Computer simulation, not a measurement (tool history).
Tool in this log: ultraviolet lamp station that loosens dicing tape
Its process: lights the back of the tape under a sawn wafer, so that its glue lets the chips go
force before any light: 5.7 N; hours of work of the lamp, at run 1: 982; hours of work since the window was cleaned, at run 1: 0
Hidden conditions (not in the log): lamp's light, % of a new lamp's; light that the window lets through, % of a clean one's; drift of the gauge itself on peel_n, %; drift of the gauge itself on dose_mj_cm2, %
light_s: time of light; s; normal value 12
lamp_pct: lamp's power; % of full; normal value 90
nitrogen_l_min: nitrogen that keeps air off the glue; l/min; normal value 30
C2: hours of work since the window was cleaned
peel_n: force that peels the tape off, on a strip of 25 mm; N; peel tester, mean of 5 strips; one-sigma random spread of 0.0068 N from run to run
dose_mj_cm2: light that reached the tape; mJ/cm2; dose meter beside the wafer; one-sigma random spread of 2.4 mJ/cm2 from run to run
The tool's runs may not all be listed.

run 1 day=0 | light_s=12 lamp_pct=90 nitrogen_l_min=30 | hours_of_work_of_the_lamp=982 C2=0 | peel_n=0.46 dose_mj_cm2=194
run 2 day=1.55 | light_s=12 lamp_pct=90 nitrogen_l_min=30 | hours_of_work_of_the_lamp=1004 C2=22 | peel_n=0.448 dose_mj_cm2=190
run 3 day=2.792 | light_s=12 lamp_pct=90 nitrogen_l_min=30 | hours_of_work_of_the_lamp=1022 C2=40 | peel_n=0.474 dose_mj_cm2=194
run 4 day=3.704 | light_s=12 lamp_pct=90 nitrogen_l_min=30 | hours_of_work_of_the_lamp=1035 C2=53 | peel_n=0.475 dose_mj_cm2=190
run 5 day=4.929 | light_s=12 lamp_pct=90 nitrogen_l_min=30 | hours_of_work_of_the_lamp=1053 C2=71 | peel_n=0.495 dose_mj_cm2=188
run 6 day=5.671 | light_s=12 lamp_pct=90 nitrogen_l_min=48 | hours_of_work_of_the_lamp=1063 C2=81 | peel_n=0.405 dose_mj_cm2=187
run 7 day=7.321 | light_s=12 lamp_pct=90 nitrogen_l_min=48 | hours_of_work_of_the_lamp=1087 C2=105 | peel_n=0.451 dose_mj_cm2=183
run 8 day=8.425 | light_s=12 lamp_pct=90 nitrogen_l_min=48 | hours_of_work_of_the_lamp=1103 C2=121 | peel_n=0.46 dose_mj_cm2=183
run 9 day=9.238 | light_s=12 lamp_pct=90 nitrogen_l_min=48 | hours_of_work_of_the_lamp=1114 C2=132 | peel_n=0.446 dose_mj_cm2=184
run 10 day=10.104 | light_s=22 lamp_pct=90 nitrogen_l_min=48 | hours_of_work_of_the_lamp=1127 C2=145 | peel_n=0.136 dose_mj_cm2=326
run 11 day=11.754 | light_s=22 lamp_pct=90 nitrogen_l_min=48 | hours_of_work_of_the_lamp=1150 C2=168 | peel_n=0.142 dose_mj_cm2=323
run 12 day=12.721 | light_s=12 lamp_pct=90 nitrogen_l_min=56 | hours_of_work_of_the_lamp=1164 C2=182 | peel_n=0.469 dose_mj_cm2=175
run 13 day=14.308 | light_s=12 lamp_pct=90 nitrogen_l_min=56 | hours_of_work_of_the_lamp=1187 C2=205 | peel_n=0.479 dose_mj_cm2=171
run 14 day=15.162 | light_s=13 lamp_pct=90 nitrogen_l_min=56 | hours_of_work_of_the_lamp=1199 C2=217 | peel_n=0.422 dose_mj_cm2=183
-- day=15.446 window cleaned of glue's vapour
run 15 day=16.333 | light_s=16 lamp_pct=90 nitrogen_l_min=56 | hours_of_work_of_the_lamp=1215 C2=13 | peel_n=0.295 dose_mj_cm2=214
run 16 day=17.342 | light_s=12 lamp_pct=76 nitrogen_l_min=56 | hours_of_work_of_the_lamp=1230 C2=27 | peel_n=0.779 dose_mj_cm2=133
-- day=18.117 window cleaned of glue's vapour, once more
run 17 day=18.117 | light_s=6 lamp_pct=90 nitrogen_l_min=27 | hours_of_work_of_the_lamp=1241 C2=0 | peel_n=1.727 dose_mj_cm2=89
run 18 day=18.971 | light_s=6 lamp_pct=90 nitrogen_l_min=16 | hours_of_work_of_the_lamp=1253 C2=12 | peel_n=1.916 dose_mj_cm2=91
run 19 day=20.662 | light_s=21 lamp_pct=61 nitrogen_l_min=16 | hours_of_work_of_the_lamp=1277 C2=36 | peel_n=0.543 dose_mj_cm2=209
run 20 day=21.838 | light_s=12 lamp_pct=78 nitrogen_l_min=16 | hours_of_work_of_the_lamp=1294 C2=53 | peel_n=0.982 dose_mj_cm2=152
run 21 day=23.525 | light_s=6 lamp_pct=90 nitrogen_l_min=19 | hours_of_work_of_the_lamp=1318 C2=77 | peel_n=2.033 dose_mj_cm2=88
run 22 day=24.296 | light_s=6 lamp_pct=90 nitrogen_l_min=19 | hours_of_work_of_the_lamp=1329 C2=88 | peel_n=1.975 dose_mj_cm2=85
run 23 day=25.683 | light_s=6 lamp_pct=90 nitrogen_l_min=19 | hours_of_work_of_the_lamp=1349 C2=108 | peel_n=2.062 dose_mj_cm2=83
run 24 day=26.621 | light_s=6 lamp_pct=90 nitrogen_l_min=19 | hours_of_work_of_the_lamp=1362 C2=122 | peel_n=2.01 dose_mj_cm2=82
run 25 day=27.558 | light_s=7 lamp_pct=76 nitrogen_l_min=39 | hours_of_work_of_the_lamp=1376 C2=135 | peel_n=1.809 dose_mj_cm2=82

Here are 3 independent what-if runs from the current tool condition. What would each one return?
run A day=28.7 | light_s=13 lamp_pct=90 nitrogen_l_min=39 | hours_of_work_of_the_lamp=1392 C2=152 | peel_n=? dose_mj_cm2=?
run B day=28.7 | light_s=12 lamp_pct=90 nitrogen_l_min=9 | hours_of_work_of_the_lamp=1392 C2=152 | peel_n=? dose_mj_cm2=?
run C day=28.7 | light_s=21 lamp_pct=85 nitrogen_l_min=11 | hours_of_work_of_the_lamp=1392 C2=152 | peel_n=? dose_mj_cm2=?

run=A peel_n=0.497 dose_mj_cm2=177
run=B peel_n=1.091 dose_mj_cm2=160
run=C peel_n=0.377 dose_mj_cm2=272
Without the tool's hidden state the same runs would have given:
run=A peel_n=0.17 dose_mj_cm2=293
run=B peel_n=0.418 dose_mj_cm2=266
run=C peel_n=0.142 dose_mj_cm2=451
